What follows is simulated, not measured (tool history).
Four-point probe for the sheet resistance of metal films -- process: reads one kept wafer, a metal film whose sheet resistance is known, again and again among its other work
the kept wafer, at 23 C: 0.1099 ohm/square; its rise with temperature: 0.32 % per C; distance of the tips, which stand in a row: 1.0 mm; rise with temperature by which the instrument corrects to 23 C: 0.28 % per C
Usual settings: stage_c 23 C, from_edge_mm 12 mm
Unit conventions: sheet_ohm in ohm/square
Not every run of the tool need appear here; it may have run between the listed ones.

{"run": 1, "day": 0.0, "stage_c": 23, "from_edge_mm": 12, "sheet_ohm": 0.111434}
{"run": 2, "day": 0.538, "stage_c": 23, "from_edge_mm": 12, "sheet_ohm": 0.111411}
{"run": 3, "day": 1.275, "stage_c": 23, "from_edge_mm": 12, "sheet_ohm": 0.111433}
{"run": 4, "day": 1.992, "stage_c": 23, "from_edge_mm": 12, "sheet_ohm": 0.111445}
{"run": 5, "day": 2.604, "stage_c": 23, "from_edge_mm": 12, "sheet_ohm": 0.111474}
{"run": 6, "day": 3.079, "stage_c": 33, "from_edge_mm": 12, "sheet_ohm": 0.11189}
{"run": 7, "day": 3.483, "stage_c": 33, "from_edge_mm": 12, "sheet_ohm": 0.111894}
{"run": 8, "day": 4.075, "stage_c": 23, "from_edge_mm": 6, "sheet_ohm": 0.112713}
{"run": 9, "day": 4.7, "stage_c": 23, "from_edge_mm": 6, "sheet_ohm": 0.112746}
{"run": 10, "day": 5.329, "stage_c": 20, "from_edge_mm": 6, "sheet_ohm": 0.112572}
{"run": 11, "day": 6.054, "stage_c": 20, "from_edge_mm": 6, "sheet_ohm": 0.112613}
{"run": 12, "day": 6.612, "stage_c": 20, "from_edge_mm": 6, "sheet_ohm": 0.112615}
{"run": 13, "day": 7.2, "stage_c": 23, "from_edge_mm": 12, "sheet_ohm": 0.111535}
{"run": 14, "day": 7.625, "stage_c": 23, "from_edge_mm": 12, "sheet_ohm": 0.111527}
{"run": 15, "day": 8.338, "stage_c": 23, "from_edge_mm": 12, "sheet_ohm": 0.111529}
{"run": 16, "day": 8.921, "stage_c": 23, "from_edge_mm": 12, "sheet_ohm": 0.111548}
{"run": 17, "day": 9.267, "stage_c": 33, "from_edge_mm": 42, "sheet_ohm": 0.111653}
{"run": 18, "day": 9.971, "stage_c": 23, "from_edge_mm": 5, "sheet_ohm": 0.113524}
{"run": 19, "day": 10.446, "stage_c": 23, "from_edge_mm": 5, "sheet_ohm": 0.113525}
{"run": 20, "day": 10.967, "stage_c": 23, "from_edge_mm": 5, "sheet_ohm": 0.113529}
{"day": 11.296, "done": "new probe head fitted"}
{"run": 21, "day": 11.342, "stage_c": 19, "from_edge_mm": 8, "sheet_ohm": 0.110875}
{"run": 22, "day": 11.858, "stage_c": 19, "from_edge_mm": 8, "sheet_ohm": 0.11087}
{"run": 23, "day": 12.438, "stage_c": 34, "from_edge_mm": 11, "sheet_ohm": 0.11108}
{"run": 24, "day": 13.083, "stage_c": 23, "from_edge_mm": 7, "sheet_ohm": 0.11133}
{"run": 25, "day": 13.4, "stage_c": 23, "from_edge_mm": 6, "sheet_ohm": 0.111769}
{"run": 26, "day": 13.912, "stage_c": 20, "from_edge_mm": 9, "sheet_ohm": 0.110742}
{"run": 27, "day": 14.321, "stage_c": 19, "from_edge_mm": 36, "sheet_ohm": 0.110039}
{"run": 28, "day": 14.729, "stage_c": 19, "from_edge_mm": 36, "sheet_ohm": 0.110049}
{"run": 29, "day": 15.208, "stage_c": 29, "from_edge_mm": 6, "sheet_ohm": 0.112082}
{"run": 30, "day": 15.958, "stage_c": 23, "from_edge_mm": 5, "sheet_ohm": 0.112549}
{"run": 31, "day": 16.583, "stage_c": 23, "from_edge_mm": 5, "sheet_ohm": 0.112531}

Branching from run 31: 3 alternative next runs. What would each branch give?
{"run": "A", "day": 17.212, "stage_c": 33, "from_edge_mm": 4, "sheet_ohm": "?"}
{"run": "B", "day": 17.212, "stage_c": 25, "from_edge_mm": 12, "sheet_ohm": "?"}
{"run": "C", "day": 17.212, "stage_c": 35, "from_edge_mm": 12, "sheet_ohm": "?"}

run=A sheet_ohm=0.114227
run=B sheet_ohm=0.110735
run=C sheet_ohm=0.111141
Take away the tool's hidden state, keep each run's random variation, and the runs would have read:
run=A sheet_ohm=0.113898
run=B sheet_ohm=0.110417
run=C sheet_ohm=0.110820
